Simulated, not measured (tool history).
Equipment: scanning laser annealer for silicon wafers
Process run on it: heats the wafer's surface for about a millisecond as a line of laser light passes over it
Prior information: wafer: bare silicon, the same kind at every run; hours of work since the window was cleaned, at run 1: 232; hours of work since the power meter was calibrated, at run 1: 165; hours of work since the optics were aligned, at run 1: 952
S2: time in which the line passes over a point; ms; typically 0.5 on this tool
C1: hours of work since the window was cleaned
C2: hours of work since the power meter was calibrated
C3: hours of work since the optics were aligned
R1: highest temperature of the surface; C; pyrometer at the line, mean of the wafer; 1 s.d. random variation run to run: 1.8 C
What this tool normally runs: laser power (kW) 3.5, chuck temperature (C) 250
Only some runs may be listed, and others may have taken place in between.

{"run": 1, "hour": 0.0, "laser power (kW)": 3.5, "S2": 0.5, "chuck temperature (C)": 250, "C1": 232, "C2": 165, "C3": 952, "R1": 1081}
{"run": 2, "hour": 5.5, "laser power (kW)": 3.5, "S2": 0.5, "chuck temperature (C)": 250, "C1": 235, "C2": 167, "C3": 955, "R1": 1079}
{"run": 3, "hour": 14.2, "laser power (kW)": 3.5, "S2": 0.5, "chuck temperature (C)": 250, "C1": 239, "C2": 172, "C3": 960, "R1": 1083}
{"run": 4, "hour": 24.9, "laser power (kW)": 3.5, "S2": 0.5, "chuck temperature (C)": 250, "C1": 245, "C2": 177, "C3": 965, "R1": 1084}
{"run": 5, "hour": 30.6, "laser power (kW)": 3.5, "S2": 0.5, "chuck temperature (C)": 250, "C1": 248, "C2": 180, "C3": 968, "R1": 1081}
{"run": 6, "hour": 36.5, "laser power (kW)": 3.5, "S2": 0.5, "chuck temperature (C)": 250, "C1": 251, "C2": 183, "C3": 971, "R1": 1077}
{"run": 7, "hour": 44.6, "laser power (kW)": 3.5, "S2": 0.5, "chuck temperature (C)": 250, "C1": 255, "C2": 187, "C3": 975, "R1": 1082}
{"run": 8, "hour": 52.5, "laser power (kW)": 3.5, "S2": 0.5, "chuck temperature (C)": 250, "C1": 259, "C2": 191, "C3": 979, "R1": 1085}
{"run": 9, "hour": 63.3, "laser power (kW)": 3.5, "S2": 0.5, "chuck temperature (C)": 250, "C1": 264, "C2": 196, "C3": 984, "R1": 1081}
{"run": 10, "hour": 72.5, "laser power (kW)": 3.5, "S2": 0.5, "chuck temperature (C)": 250, "C1": 269, "C2": 201, "C3": 989, "R1": 1083}
{"run": 11, "hour": 83.6, "laser power (kW)": 3.5, "S2": 0.5, "chuck temperature (C)": 250, "C1": 274, "C2": 207, "C3": 995, "R1": 1082}
{"run": 12, "hour": 93.1, "laser power (kW)": 3.254, "S2": 0.5, "chuck temperature (C)": 218, "C1": 279, "C2": 211, "C3": 999, "R1": 983}
{"run": 13, "hour": 99.2, "laser power (kW)": 3.254, "S2": 0.5, "chuck temperature (C)": 218, "C1": 282, "C2": 214, "C3": 1002, "R1": 983}
{"run": 14, "hour": 108.1, "laser power (kW)": 3.254, "S2": 0.5, "chuck temperature (C)": 218, "C1": 287, "C2": 219, "C3": 1007, "R1": 983}
{"run": 15, "hour": 116.9, "laser power (kW)": 3.254, "S2": 0.5, "chuck temperature (C)": 218, "C1": 291, "C2": 223, "C3": 1011, "R1": 981}
{"run": 16, "hour": 124.4, "laser power (kW)": 3.402, "S2": 0.5, "chuck temperature (C)": 287, "C1": 295, "C2": 227, "C3": 1015, "R1": 1090}
{"run": 17, "hour": 132.3, "laser power (kW)": 3.694, "S2": 0.369, "chuck temperature (C)": 218, "C1": 299, "C2": 231, "C3": 1019, "R1": 982}
{"run": 18, "hour": 140.2, "laser power (kW)": 3.255, "S2": 0.5, "chuck temperature (C)": 282, "C1": 303, "C2": 235, "C3": 1023, "R1": 1047}
{"run": 19, "hour": 152.3, "laser power (kW)": 3.67, "S2": 0.471, "chuck temperature (C)": 290, "C1": 309, "C2": 241, "C3": 1029, "R1": 1144}
{"run": 20, "hour": 163.9, "laser power (kW)": 3.488, "S2": 0.474, "chuck temperature (C)": 250, "C1": 315, "C2": 247, "C3": 1035, "R1": 1054}
{"run": 21, "hour": 173.8, "laser power (kW)": 3.5, "S2": 0.427, "chuck temperature (C)": 250, "C1": 320, "C2": 252, "C3": 1040, "R1": 1020}

Consider 5 possible next runs. They are alternatives, not a sequence: every one starts from the tool as it was left by run 21. What does each give?
{"run": "A", "hour": 180.3, "laser power (kW)": 3.57, "S2": 0.569, "chuck temperature (C)": 248, "C1": 323, "C2": 255, "C3": 1043, "R1": "?"}
{"run": "B", "hour": 180.3, "laser power (kW)": 3.273, "S2": 0.606, "chuck temperature (C)": 219, "C1": 323, "C2": 255, "C3": 1043, "R1": "?"}
{"run": "C", "hour": 180.3, "laser power (kW)": 3.278, "S2": 0.427, "chuck temperature (C)": 250, "C1": 323, "C2": 255, "C3": 1043, "R1": "?"}
{"run": "D", "hour": 180.3, "laser power (kW)": 3.482, "S2": 0.608, "chuck temperature (C)": 233, "C1": 323, "C2": 255, "C3": 1043, "R1": "?"}
{"run": "E", "hour": 180.3, "laser power (kW)": 3.5, "S2": 0.5, "chuck temperature (C)": 236, "C1": 323, "C2": 255, "C3": 1043, "R1": "?"}

run=A R1=1152
run=B R1=1066
run=C R1=965
run=D R1=1141
run=E R1=1068
With no hidden state in the tool, these same runs would have given:
run=A R1=1152
run=B R1=1066
run=C R1=965
run=D R1=1142
run=E R1=1068

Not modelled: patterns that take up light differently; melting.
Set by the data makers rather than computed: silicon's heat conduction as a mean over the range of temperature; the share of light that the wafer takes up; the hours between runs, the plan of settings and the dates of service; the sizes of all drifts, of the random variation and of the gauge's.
